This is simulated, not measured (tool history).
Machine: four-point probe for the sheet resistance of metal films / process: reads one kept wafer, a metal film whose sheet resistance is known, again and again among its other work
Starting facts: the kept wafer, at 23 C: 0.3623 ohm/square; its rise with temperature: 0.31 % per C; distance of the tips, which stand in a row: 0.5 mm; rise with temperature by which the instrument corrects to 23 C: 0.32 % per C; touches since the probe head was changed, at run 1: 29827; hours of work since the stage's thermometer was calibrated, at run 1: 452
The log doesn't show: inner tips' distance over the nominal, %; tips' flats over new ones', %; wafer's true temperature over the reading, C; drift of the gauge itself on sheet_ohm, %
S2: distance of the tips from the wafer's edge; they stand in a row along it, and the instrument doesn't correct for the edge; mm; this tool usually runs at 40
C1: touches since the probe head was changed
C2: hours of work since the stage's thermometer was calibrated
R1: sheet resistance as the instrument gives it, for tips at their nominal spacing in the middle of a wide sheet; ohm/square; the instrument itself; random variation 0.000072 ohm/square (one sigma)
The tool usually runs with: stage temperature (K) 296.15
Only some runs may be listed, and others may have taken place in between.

{"run": 1, "hour": 0.0, "stage temperature (K)": 296.15, "S2": 40, "C1": 29827, "C2": 452, "R1": 0.362405}
{"run": 2, "hour": 64.5, "stage temperature (K)": 296.15, "S2": 40, "C1": 32258, "C2": 498, "R1": 0.362466}
{"run": 3, "hour": 168.1, "stage temperature (K)": 296.15, "S2": 10, "C1": 36165, "C2": 572, "R1": 0.362693}
{"run": 4, "hour": 224.8, "stage temperature (K)": 296.15, "S2": 10, "C1": 38302, "C2": 612, "R1": 0.362817}
{"run": 5, "hour": 311.7, "stage temperature (K)": 296.15, "S2": 10, "C1": 41575, "C2": 673, "R1": 0.362671}
{"run": 6, "hour": 413.8, "stage temperature (K)": 296.15, "S2": 15, "C1": 45428, "C2": 746, "R1": 0.362433}
{"run": 7, "hour": 503.8, "stage temperature (K)": 296.15, "S2": 15, "C1": 48818, "C2": 809, "R1": 0.362545}
{"run": 8, "hour": 618.4, "stage temperature (K)": 296.15, "S2": 15, "C1": 53140, "C2": 891, "R1": 0.362551}
{"run": 9, "hour": 726.6, "stage temperature (K)": 299.15, "S2": 40, "C1": 57217, "C2": 967, "R1": 0.362078}
{"run": 10, "hour": 806.9, "stage temperature (K)": 299.15, "S2": 40, "C1": 60242, "C2": 1024, "R1": 0.362029}
{"run": 11, "hour": 925.2, "stage temperature (K)": 299.15, "S2": 40, "C1": 64703, "C2": 1108, "R1": 0.362046}
{"run": 12, "hour": 1023.5, "stage temperature (K)": 296.15, "S2": 40, "C1": 68410, "C2": 1178, "R1": 0.362256}
{"run": 13, "hour": 1129.1, "stage temperature (K)": 296.15, "S2": 40, "C1": 72389, "C2": 1253, "R1": 0.362311}
{"run": 14, "hour": 1182.6, "stage temperature (K)": 300.15, "S2": 40, "C1": 74408, "C2": 1291, "R1": 0.361924}
{"hour": 1222.8, "done": "new probe head fitted"}
{"run": 15, "hour": 1262.0, "stage temperature (K)": 299.15, "S2": 17, "C1": 1480, "C2": 1346, "R1": 0.362306}
{"run": 16, "hour": 1313.9, "stage temperature (K)": 299.15, "S2": 17, "C1": 3436, "C2": 1383, "R1": 0.362201}
{"run": 17, "hour": 1382.0, "stage temperature (K)": 299.15, "S2": 17, "C1": 6005, "C2": 1431, "R1": 0.362322}
{"hour": 1431.5, "done": "stage's thermometer calibrated"}
{"run": 18, "hour": 1488.5, "stage temperature (K)": 305.15, "S2": 17, "C1": 9999, "C2": 40, "R1": 0.361998}
{"run": 19, "hour": 1544.7, "stage temperature (K)": 298.15, "S2": 5, "C1": 12118, "C2": 80, "R1": 0.363992}
{"run": 20, "hour": 1633.4, "stage temperature (K)": 295.15, "S2": 5, "C1": 15459, "C2": 143, "R1": 0.364243}
{"run": 21, "hour": 1740.0, "stage temperature (K)": 295.15, "S2": 5, "C1": 19479, "C2": 219, "R1": 0.364405}
{"run": 22, "hour": 1823.2, "stage temperature (K)": 298.15, "S2": 47, "C1": 22616, "C2": 278, "R1": 0.36225}
{"run": 23, "hour": 1932.4, "stage temperature (K)": 297.15, "S2": 28, "C1": 26731, "C2": 355, "R1": 0.362251}
{"run": 24, "hour": 2042.8, "stage temperature (K)": 295.15, "S2": 14, "C1": 30895, "C2": 433, "R1": 0.362713}
{"run": 25, "hour": 2143.7, "stage temperature (K)": 295.15, "S2": 14, "C1": 34696, "C2": 505, "R1": 0.362579}
{"run": 26, "hour": 2259.7, "stage temperature (K)": 296.15, "S2": 14, "C1": 39070, "C2": 587, "R1": 0.362467}
{"run": 27, "hour": 2343.6, "stage temperature (K)": 296.15, "S2": 31, "C1": 42232, "C2": 647, "R1": 0.362307}

Each row is a separate what-if for the run after 27, all from the same tool condition, not one after another. Results?
{"run": "A", "hour": 2439.5, "stage temperature (K)": 296.15, "S2": 4, "C1": 45847, "C2": 714, "R1": "?"}
{"run": "B", "hour": 2439.5, "stage temperature (K)": 300.15, "S2": 27, "C1": 45847, "C2": 714, "R1": "?"}
{"run": "C", "hour": 2439.5, "stage temperature (K)": 307.15, "S2": 14, "C1": 45847, "C2": 714, "R1": "?"}
{"run": "D", "hour": 2439.5, "stage temperature (K)": 293.15, "S2": 40, "C1": 45847, "C2": 714, "R1": "?"}

run=A R1=0.365225
run=B R1=0.362108
run=C R1=0.361790
run=D R1=0.362412
What these runs would have given with no unlogged condition in the tool:
run=A R1=0.365236
run=B R1=0.362119
run=C R1=0.361801
run=D R1=0.362423

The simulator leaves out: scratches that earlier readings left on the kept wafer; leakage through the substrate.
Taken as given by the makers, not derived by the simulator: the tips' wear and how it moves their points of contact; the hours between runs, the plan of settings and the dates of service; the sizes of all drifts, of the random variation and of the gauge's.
